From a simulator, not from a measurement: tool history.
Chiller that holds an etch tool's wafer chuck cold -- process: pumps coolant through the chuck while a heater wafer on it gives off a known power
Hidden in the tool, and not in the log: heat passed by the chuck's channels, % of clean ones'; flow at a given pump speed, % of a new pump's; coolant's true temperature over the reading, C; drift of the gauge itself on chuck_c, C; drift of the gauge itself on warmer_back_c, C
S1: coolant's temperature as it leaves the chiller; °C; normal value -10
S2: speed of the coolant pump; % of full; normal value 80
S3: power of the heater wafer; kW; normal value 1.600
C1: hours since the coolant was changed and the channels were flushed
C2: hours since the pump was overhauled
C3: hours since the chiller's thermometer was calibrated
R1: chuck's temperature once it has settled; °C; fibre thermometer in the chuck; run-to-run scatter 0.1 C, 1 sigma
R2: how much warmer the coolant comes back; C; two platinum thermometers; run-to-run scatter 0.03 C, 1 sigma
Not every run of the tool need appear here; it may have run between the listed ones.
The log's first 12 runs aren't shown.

run	hour	S1	S2	S3	C1	C2	C3	R1	R2
13	1161.3	-7	80	1.600	3196	909	433	5.6	5.98
14	1225.1	-1	80	1.600	3259	973	497	11.7	5.96
15	1320.0	-10	80	1.600	3354	1068	592	2.6	6.00
16	1451.8	-10	80	1.169	3486	1200	724	-0.6	4.39
17	1545.6	-10	80	1.169	3580	1294	817	-0.8	4.44
18	1657.0	-10	80	1.169	3691	1405	929	-0.8	4.40
19	1745.7	-9	80	1.600	3780	1494	1018	3.6	5.99
20	1848.2	-18	74	0.821	3883	1596	1120	-11.0	3.49
# hour 1905.8: coolant changed, channels flushed
21	1966.2	-7	82	2.278	60	1708	1232	10.6	8.20
22	2073.7	-10	80	1.135	168	1816	1340	-1.2	4.34
23	2184.6	-10	80	1.135	279	1927	1450	-0.8	4.36
24	2277.6	-20	87	1.135	372	2020	1543	-11.7	4.04
25	2415.5	-10	80	1.141	510	2158	1681	-1.0	4.40
26	2538.1	-10	80	1.141	632	2280	1804	-1.1	4.42
27	2642.2	-17	80	0.903	736	2384	1908	-9.9	3.54
28	2788.9	-17	80	0.903	883	2531	2055	-10.0	3.59
# hour 2865.7: chiller's thermometer calibrated
29	2881.0	-17	80	1.796	974	2622	15	-3.0	6.88
30	3010.4	-17	93	1.447	1104	2752	145	-6.9	4.77

Forecast run 31:
31	3105.9	-1	75	1.733	1199	2847	240	?	?

Run 31 measured R1 13.5 °C, R2 7.11 C.
On a tool with no hidden condition, and with the same random variation, this run would have come out at R1 13.5 °C, R2 6.74 C.

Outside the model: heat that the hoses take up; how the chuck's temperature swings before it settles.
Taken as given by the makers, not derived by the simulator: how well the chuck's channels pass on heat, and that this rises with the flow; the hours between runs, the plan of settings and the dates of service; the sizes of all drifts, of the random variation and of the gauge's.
